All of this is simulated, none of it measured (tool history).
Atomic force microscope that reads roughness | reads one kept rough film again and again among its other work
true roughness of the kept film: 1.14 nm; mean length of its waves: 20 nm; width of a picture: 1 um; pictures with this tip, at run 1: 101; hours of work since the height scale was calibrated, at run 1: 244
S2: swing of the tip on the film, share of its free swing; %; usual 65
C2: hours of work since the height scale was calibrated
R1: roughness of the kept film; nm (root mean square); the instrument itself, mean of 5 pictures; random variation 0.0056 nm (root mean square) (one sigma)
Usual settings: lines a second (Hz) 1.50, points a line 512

run 1 day=0.000 | lines_a_second_(Hz)=1.50 S2=65 points_a_line=512 | pictures_with_this_tip=101 C2=244 | R1=0.897
run 2 day=0.617 | lines_a_second_(Hz)=1.50 S2=65 points_a_line=512 | pictures_with_this_tip=123 C2=252 | R1=0.876
run 3 day=1.288 | lines_a_second_(Hz)=1.50 S2=65 points_a_line=512 | pictures_with_this_tip=148 C2=261 | R1=0.856
run 4 day=1.971 | lines_a_second_(Hz)=1.50 S2=65 points_a_line=512 | pictures_with_this_tip=173 C2=270 | R1=0.838
run 5 day=2.538 | lines_a_second_(Hz)=1.50 S2=65 points_a_line=512 | pictures_with_this_tip=194 C2=277 | R1=0.829
run 6 day=3.225 | lines_a_second_(Hz)=1.50 S2=65 points_a_line=512 | pictures_with_this_tip=220 C2=286 | R1=0.807
run 7 day=3.575 | lines_a_second_(Hz)=1.50 S2=55 points_a_line=512 | pictures_with_this_tip=233 C2=290 | R1=0.808
run 8 day=4.146 | lines_a_second_(Hz)=1.50 S2=67 points_a_line=512 | pictures_with_this_tip=254 C2=298 | R1=0.771
run 9 day=4.808 | lines_a_second_(Hz)=1.50 S2=67 points_a_line=512 | pictures_with_this_tip=278 C2=307 | R1=0.756
-- day=5.542 new tip fitted
run 10 day=5.542 | lines_a_second_(Hz)=1.50 S2=67 points_a_line=512 | pictures_with_this_tip=0 C2=316 | R1=0.981
run 11 day=5.842 | lines_a_second_(Hz)=1.50 S2=67 points_a_line=512 | pictures_with_this_tip=12 C2=320 | R1=0.963
run 12 day=6.317 | lines_a_second_(Hz)=1.50 S2=67 points_a_line=512 | pictures_with_this_tip=29 C2=326 | R1=0.940
run 13 day=6.967 | lines_a_second_(Hz)=1.18 S2=65 points_a_line=512 | pictures_with_this_tip=53 C2=334 | R1=0.934
run 14 day=7.408 | lines_a_second_(Hz)=1.50 S2=74 points_a_line=512 | pictures_with_this_tip=70 C2=340 | R1=0.884
run 15 day=7.862 | lines_a_second_(Hz)=1.50 S2=74 points_a_line=512 | pictures_with_this_tip=86 C2=346 | R1=0.878
run 16 day=8.529 | lines_a_second_(Hz)=1.50 S2=61 points_a_line=512 | pictures_with_this_tip=111 C2=355 | R1=0.879
run 17 day=9.046 | lines_a_second_(Hz)=1.50 S2=65 points_a_line=512 | pictures_with_this_tip=130 C2=361 | R1=0.861
run 18 day=9.546 | lines_a_second_(Hz)=1.50 S2=65 points_a_line=512 | pictures_with_this_tip=148 C2=368 | R1=0.849
run 19 day=10.217 | lines_a_second_(Hz)=1.50 S2=65 points_a_line=512 | pictures_with_this_tip=173 C2=376 | R1=0.821
run 20 day=10.642 | lines_a_second_(Hz)=1.50 S2=65 points_a_line=512 | pictures_with_this_tip=189 C2=382 | R1=0.826
run 21 day=10.938 | lines_a_second_(Hz)=1.50 S2=65 points_a_line=512 | pictures_with_this_tip=200 C2=386 | R1=0.814
run 22 day=11.329 | lines_a_second_(Hz)=1.50 S2=65 points_a_line=512 | pictures_with_this_tip=214 C2=391 | R1=0.812
run 23 day=11.667 | lines_a_second_(Hz)=1.50 S2=65 points_a_line=512 | pictures_with_this_tip=227 C2=395 | R1=0.787
run 24 day=12.108 | lines_a_second_(Hz)=1.50 S2=65 points_a_line=512 | pictures_with_this_tip=243 C2=401 | R1=0.789
run 25 day=12.454 | lines_a_second_(Hz)=1.50 S2=65 points_a_line=450 | pictures_with_this_tip=256 C2=406 | R1=0.764
run 26 day=12.875 | lines_a_second_(Hz)=1.50 S2=62 points_a_line=512 | pictures_with_this_tip=271 C2=411 | R1=0.764
run 27 day=13.304 | lines_a_second_(Hz)=1.50 S2=62 points_a_line=549 | pictures_with_this_tip=287 C2=417 | R1=0.758
run 28 day=13.742 | lines_a_second_(Hz)=2.53 S2=72 points_a_line=517 | pictures_with_this_tip=303 C2=422 | R1=0.703
-- day=13.808 new tip fitted
run 29 day=14.150 | lines_a_second_(Hz)=2.53 S2=58 points_a_line=415 | pictures_with_this_tip=13 C2=427 | R1=0.955
run 30 day=14.700 | lines_a_second_(Hz)=0.81 S2=67 points_a_line=320 | pictures_with_this_tip=33 C2=434 | R1=0.939
run 31 day=15.338 | lines_a_second_(Hz)=1.33 S2=66 points_a_line=335 | pictures_with_this_tip=57 C2=443 | R1=0.900
run 32 day=15.688 | lines_a_second_(Hz)=1.33 S2=66 points_a_line=335 | pictures_with_this_tip=70 C2=447 | R1=0.897
run 33 day=16.196 | lines_a_second_(Hz)=1.83 S2=72 points_a_line=619 | pictures_with_this_tip=88 C2=454 | R1=0.866
run 34 day=16.542 | lines_a_second_(Hz)=3.70 S2=59 points_a_line=619 | pictures_with_this_tip=101 C2=458 | R1=0.861
run 35 day=17.188 | lines_a_second_(Hz)=1.26 S2=66 points_a_line=512 | pictures_with_this_tip=125 C2=467 | R1=0.871
run 36 day=17.633 | lines_a_second_(Hz)=1.26 S2=66 points_a_line=512 | pictures_with_this_tip=141 C2=473 | R1=0.854
run 37 day=18.112 | lines_a_second_(Hz)=2.64 S2=64 points_a_line=512 | pictures_with_this_tip=159 C2=479 | R1=0.823
run 38 day=18.667 | lines_a_second_(Hz)=1.70 S2=84 points_a_line=439 | pictures_with_this_tip=180 C2=486 | R1=0.754
run 39 day=19.283 | lines_a_second_(Hz)=3.90 S2=65 points_a_line=567 | pictures_with_this_tip=202 C2=494 | R1=0.758
run 40 day=19.667 | lines_a_second_(Hz)=1.50 S2=71 points_a_line=512 | pictures_with_this_tip=216 C2=499 | R1=0.782
run 41 day=20.279 | lines_a_second_(Hz)=1.50 S2=57 points_a_line=296 | pictures_with_this_tip=239 C2=507 | R1=0.780
run 42 day=20.754 | lines_a_second_(Hz)=1.50 S2=57 points_a_line=296 | pictures_with_this_tip=257 C2=513 | R1=0.756
run 43 day=21.388 | lines_a_second_(Hz)=1.50 S2=57 points_a_line=296 | pictures_with_this_tip=280 C2=521 | R1=0.747
-- day=22.054 new tip fitted
run 44 day=22.054 | lines_a_second_(Hz)=1.50 S2=57 points_a_line=296 | pictures_with_this_tip=0 C2=530 | R1=0.974
run 45 day=22.404 | lines_a_second_(Hz)=1.50 S2=90 points_a_line=686 | pictures_with_this_tip=13 C2=534 | R1=0.869
run 46 day=22.967 | lines_a_second_(Hz)=1.88 S2=68 points_a_line=874 | pictures_with_this_tip=34 C2=542 | R1=0.913
run 47 day=23.612 | lines_a_second_(Hz)=0.73 S2=68 points_a_line=874 | pictures_with_this_tip=58 C2=550 | R1=0.936
run 48 day=23.975 | lines_a_second_(Hz)=0.73 S2=68 points_a_line=874 | pictures_with_this_tip=71 C2=555 | R1=0.912
run 49 day=24.267 | lines_a_second_(Hz)=1.54 S2=87 points_a_line=298 | pictures_with_this_tip=82 C2=558 | R1=0.795
run 50 day=24.925 | lines_a_second_(Hz)=3.22 S2=87 points_a_line=321 | pictures_with_this_tip=106 C2=567 | R1=0.694
run 51 day=25.500 | lines_a_second_(Hz)=1.19 S2=81 points_a_line=321 | pictures_with_this_tip=127 C2=574 | R1=0.809

The same runs without the tool's hidden state, with the same run-to-run variation:
The hidden state here: radius of the tip, nm; height scale over the true one, %; drift of the gauge itself on roughness_nm, %.
run=1 R1=0.981
run=2 R1=0.979
run=3 R1=0.979
run=4 R1=0.978
run=5 R1=0.986
run=6 R1=0.983
run=7 R1=0.997
run=8 R1=0.968
run=9 R1=0.967
run=10 R1=0.979
run=11 R1=0.972
run=12 R1=0.967
run=13 R1=0.983
run=14 R1=0.946
run=15 R1=0.954
run=16 R1=0.977
run=17 R1=0.974
run=18 R1=0.977
run=19 R1=0.966
run=20 R1=0.985
run=21 R1=0.979
run=22 R1=0.986
run=23 R1=0.969
run=24 R1=0.983
run=25 R1=0.966
run=26 R1=0.977
run=27 R1=0.981
run=28 R1=0.922
run=29 R1=0.969
run=30 R1=0.973
run=31 R1=0.955
run=32 R1=0.963
run=33 R1=0.945
run=34 R1=0.952
run=35 R1=0.986
run=36 R1=0.980
run=37 R1=0.960
run=38 R1=0.895
run=39 R1=0.918
run=40 R1=0.959
run=41 R1=0.974
run=42 R1=0.961
run=43 R1=0.965
run=44 R1=0.984
run=45 R1=0.889
run=46 R1=0.956
run=47 R1=1.003
run=48 R1=0.992
run=49 R1=0.873
run=50 R1=0.780
run=51 R1=0.927
